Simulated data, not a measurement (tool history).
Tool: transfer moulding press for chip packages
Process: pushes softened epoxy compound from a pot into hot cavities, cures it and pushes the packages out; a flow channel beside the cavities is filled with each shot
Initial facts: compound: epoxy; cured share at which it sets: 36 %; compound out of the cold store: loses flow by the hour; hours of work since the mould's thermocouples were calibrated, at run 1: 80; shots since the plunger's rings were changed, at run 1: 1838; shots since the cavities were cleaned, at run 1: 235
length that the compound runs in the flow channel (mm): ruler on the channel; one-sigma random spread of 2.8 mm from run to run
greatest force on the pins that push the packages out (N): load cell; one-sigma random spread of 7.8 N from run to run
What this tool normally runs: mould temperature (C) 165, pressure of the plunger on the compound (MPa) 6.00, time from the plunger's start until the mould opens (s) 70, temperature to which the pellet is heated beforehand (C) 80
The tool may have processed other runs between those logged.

| run | hour | mould temperature (C) | pressure of the plunger on the compound (MPa) | time from the plunger's start until the mould opens (s) | temperature to which the pellet is heated beforehand (C) | hours of work since the mould's thermocouples were calibrated | shots since the plunger's rings were changed | shots since the cavities were cleaned | incoming compound's hours out of the cold store | length that the compound runs in the flow channel (mm) | greatest force on the pins that push the packages out (N) |
|---|---|---|---|---|---|---|---|---|---|---|---|
| 1 | 0.0 | 165 | 6.00 | 70 | 80 | 80 | 1838 | 235 | 26.0 | 807 | 344 |
| 2 | 31.2 | 165 | 6.00 | 70 | 80 | 102 | 2348 | 745 | 15.1 | 834 | 347 |
|  | 44.6 | cavities cleaned with cleaning compound and waxed |
| 3 | 73.9 | 157 | 6.00 | 70 | 80 | 132 | 3022 | 479 | 46.3 | 798 | 569 |
| 4 | 96.5 | 165 | 6.00 | 70 | 80 | 148 | 3393 | 850 | 43.8 | 780 | 338 |
|  | 105.0 | cavities cleaned with cleaning compound and waxed |
| 5 | 136.8 | 165 | 6.00 | 70 | 85 | 176 | 4027 | 520 | 33.4 | 803 | 336 |
|  | 163.1 | cavities cleaned with cleaning compound and waxed |
| 6 | 164.8 | 165 | 6.00 | 72 | 80 | 195 | 4459 | 26 | 27.4 | 809 | 309 |
| 7 | 186.2 | 165 | 4.70 | 72 | 80 | 210 | 4810 | 377 | 24.6 | 716 | 326 |
|  | 222.5 | cavities cleaned with cleaning compound and waxed |
| 8 | 229.6 | 165 | 4.70 | 72 | 80 | 240 | 5495 | 117 | 47.2 | 687 | 324 |
| 9 | 265.1 | 165 | 6.00 | 70 | 82 | 265 | 6075 | 697 | 17.0 | 830 | 344 |
|  | 282.4 | plunger's sealing rings changed |
|  | 283.9 | cavities cleaned with cleaning compound and waxed |
| 10 | 294.1 | 165 | 6.00 | 70 | 82 | 283 | 165 | 165 | 24.2 | 814 | 332 |
| 11 | 316.7 | 165 | 4.56 | 70 | 80 | 299 | 536 | 536 | 20.4 | 720 | 343 |
| 12 | 337.9 | 165 | 4.56 | 56 | 80 | 314 | 882 | 882 | 34.5 | 692 | 570 |
|  | 342.2 | cavities cleaned with cleaning compound and waxed |
| 13 | 364.4 | 165 | 4.56 | 56 | 80 | 332 | 1290 | 362 | 10.2 | 736 | 583 |
| 14 | 391.0 | 165 | 4.56 | 56 | 80 | 351 | 1726 | 798 | 46.8 | 676 | 523 |
|  | 401.8 | cavities cleaned with cleaning compound and waxed |
| 15 | 428.7 | 165 | 4.86 | 70 | 73 | 377 | 2319 | 442 | 23.7 | 735 | 337 |
| 16 | 456.6 | 167 | 4.86 | 52 | 73 | 397 | 2774 | 897 | 37.9 | 708 | 595 |
|  | 460.0 | cavities cleaned with cleaning compound and waxed |
|  | 484.3 | mould's thermocouples calibrated |
| 17 | 501.6 | 167 | 4.86 | 52 | 73 | 12 | 3454 | 648 | 23.7 | 731 | 598 |
|  | 521.4 | cavities cleaned with cleaning compound and waxed |
| 18 | 544.9 | 167 | 4.86 | 52 | 73 | 42 | 4136 | 384 | 25.3 | 729 | 587 |
|  | 580.4 | cavities cleaned with cleaning compound and waxed |
| 19 | 580.4 | 171 | 5.51 | 52 | 80 | 66 | 4692 | 0 | 32.2 | 756 | 429 |
| 20 | 602.8 | 171 | 5.51 | 94 | 85 | 82 | 5058 | 366 | 44.3 | 732 | 273 |
|  | 639.0 | cavities cleaned with cleaning compound and waxed |
| 21 | 644.4 | 172 | 5.54 | 97 | 88 | 111 | 5714 | 88 | 44.1 | 730 | 265 |
| 22 | 662.6 | 171 | 6.00 | 52 | 75 | 124 | 6013 | 387 | 29.1 | 796 | 443 |

What does the tool deliver on the next run?
|  | 684.5 | plunger's sealing rings changed |
| 23 | 695.5 | 171 | 6.00 | 52 | 75 | 146 | 180 | 883 | 18.0 | ? | ? |

length that the compound runs in the flow channel (mm): 813
greatest force on the pins that push the packages out (N): 464
The same run, on a tool lacking any hidden state, would have yielded length that the compound runs in the flow channel (mm) 813, greatest force on the pins that push the packages out (N) 458.
